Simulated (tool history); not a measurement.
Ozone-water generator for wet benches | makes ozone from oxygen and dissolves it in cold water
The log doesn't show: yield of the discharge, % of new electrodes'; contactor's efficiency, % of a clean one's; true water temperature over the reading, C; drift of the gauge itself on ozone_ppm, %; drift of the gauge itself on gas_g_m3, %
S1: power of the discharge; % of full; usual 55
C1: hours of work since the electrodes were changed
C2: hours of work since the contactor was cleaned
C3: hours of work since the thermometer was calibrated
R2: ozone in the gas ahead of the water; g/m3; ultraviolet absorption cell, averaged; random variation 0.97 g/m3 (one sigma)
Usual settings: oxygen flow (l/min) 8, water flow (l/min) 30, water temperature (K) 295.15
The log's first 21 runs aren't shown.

Run 22, day 28.942: usual settings but S1 57 % of full, oxygen flow (l/min) 5.12, water flow (l/min) 21, water temperature (K) 293.15; C1 575; C2 2557; C3 793. Result: dissolved ozone (ppm) 18.7, R2 186.5 g/m3.
Run 23, day 30.3: usual settings but S1 86 % of full, oxygen flow (l/min) 7.26, water flow (l/min) 26, water temperature (K) 289.15; C1 597; C2 2579; C3 816. Result: dissolved ozone (ppm) 23.1, R2 209.7 g/m3.
Run 24, day 31.454: usual settings but S1 61 % of full, oxygen flow (l/min) 13.75, water flow (l/min) 22, water temperature (K) 300.15; C1 616; C2 2598; C3 835. Result: dissolved ozone (ppm) 18.5, R2 143.3 g/m3.
At day 32.696: gauge calibrated.
Run 25, day 32.821: usual settings but S1 44 % of full, oxygen flow (l/min) 4.81, water flow (l/min) 18, water temperature (K) 292.15; C1 638; C2 2621; C3 857. Result: dissolved ozone (ppm) 18.5, R2 171.2 g/m3.
Run 26, day 34.421: usual settings but S1 42 % of full, oxygen flow (l/min) 4.81, water flow (l/min) 18, water temperature (K) 292.15; C1 665; C2 2647; C3 883. Result: dissolved ozone (ppm) 17.8, R2 167.4 g/m3.
Run 27, day 36.233: usual settings but S1 78 % of full, oxygen flow (l/min) 6.6, water flow (l/min) 21, water temperature (K) 292.15; C1 694; C2 2677; C3 913. Result: dissolved ozone (ppm) 24.2, R2 210.3 g/m3.
Run 28, day 37.896: usual settings but S1 78 % of full, oxygen flow (l/min) 6.6, water flow (l/min) 21, water temperature (K) 292.15; C1 722; C2 2704; C3 940. Result: dissolved ozone (ppm) 24.1, R2 210 g/m3.
Run 29, day 39.142: usual settings but S1 98 % of full; C1 742; C2 2724; C3 961. Result: dissolved ozone (ppm) 20.7, R2 221 g/m3.

The next listed run, before its measurement:
Run 30, day 40.021: usual settings but oxygen flow (l/min) 8.93, water flow (l/min) 42; C1 756; C2 2739; C3 975. Result: dissolved ozone (ppm) ?, R2 ?.

Run 30 gave dissolved ozone (ppm) 12, R2 157.9 g/m3.
Without the tool's hidden state the same run would have given dissolved ozone (ppm) 12, R2 159 g/m3.
